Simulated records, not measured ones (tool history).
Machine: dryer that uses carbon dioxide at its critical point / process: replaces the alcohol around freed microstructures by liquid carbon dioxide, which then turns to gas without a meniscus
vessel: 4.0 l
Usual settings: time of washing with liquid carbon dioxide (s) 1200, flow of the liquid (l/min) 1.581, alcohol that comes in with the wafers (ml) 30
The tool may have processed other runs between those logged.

run   hour  time of washing with liquid carbon dioxide (s)  flow of the liquid (l/min)  alcohol that comes in with the wafers (ml)  alcohol left in the vessel before it's heated (ppm by volume)
  1      0                                            1200                       1.581                                          30                                                             25
  2   13.6                                            1200                       1.581                                          30                                                             26
  3   20.5                                            1200                       1.581                                          30                                                             20
  4   28.3                                            1200                       1.581                                          30                                                             25
  5   34.1                                            1200                       1.581                                          30                                                             29
  6   41.7                                            1200                        1.68                                          30                                                             30
  7   51.4                                            1200                        1.68                                          30                                                             36
  8   65.2                                            1200                        1.68                                          30                                                             20
  9   74.3                                            1200                        1.68                                          30                                                             21
 10   84.4                                            1200                        1.68                                          30                                                             28
 11   97.8                                            1200                       1.581                                          30                                                             39
 12  103.7                                            1200                       1.581                                          30                                                             38
 13  113.5                                            1200                       1.581                                          30                                                             32
 14    125                                            1200                       1.581                                          30                                                             31
 15  132.6                                            1200                        1.45                                          30                                                             62
 16  138.7                                            1740                       1.581                                          30                                                             23
 17  150.1                                            1740                       1.581                                          30                                                             18
 18  158.4                                            1740                       1.581                                          30                                                             23
 19  167.4                                            1740                       1.581                                          30                                                             13
 20  178.8                                            1740                       1.581                                          30                                                             21
 21  188.6                                            1320                        2.12                                          30                                                             19
 22  198.9                                            1320                        2.12                                          30                                                             37
 23  211.2                                             960                        1.53                                          52                                                            185
 24  218.2                                            1500                        2.14                                          30                                                             17
 25  227.5                                            1200                       1.581                                          30                                                             51
 26  239.2                                             840                        1.77                                         111                                                            323
 27  249.4                                             900                        2.34                                          38                                                             40
     257.8  -- inlet filter changed
 28  263.3                                             900                        2.34                                          38                                                             35
 29  272.4                                             900                        2.34                                          38                                                             34
 30  280.4                                            1380                        1.75                                          28                                                             35
 31  286.5                                            1620                        1.13                                          76                                                             79
 32  295.2                                            1200                        2.05                                          30                                                             33
 33  307.2                                            1800                        0.96                                          51                                                             67
 34  319.9                                            1800                        0.96                                          25                                                             53
 35  331.7                                            1440                        1.03                                          38                                                            106
 36  342.2                                            1440                        1.03                                          38                                                             98
 37  352.6                                            1440                        1.03                                          33                                                            100
 38  361.3                                            1380                       1.581                                          30                                                             34

Predict each of these 5 candidate next runs independently; none follows another, all start after run 38:
  A  369.1                                            1500                       1.581                                          30                                                              ?
  B  369.1                                             840                       1.581                                          30                                                              ?
  C  369.1                                            1140                         1.5                                          28                                                              ?
  D  369.1                                            1680                        2.56                                          90                                                              ?
  E  369.1                                             960                       1.581                                          30                                                              ?

run  alcohol left in the vessel before it's heated (ppm by volume)
  A                                                             36
  B                                                            131
  C                                                             50
  D                                                             28
  E                                                             83
Without the tool's unlogged condition, the same runs would have read:
run  alcohol left in the vessel before it's heated (ppm by volume)
  A                                                              6
  B                                                             95
  C                                                             19
  D                                                              0
  E                                                             50
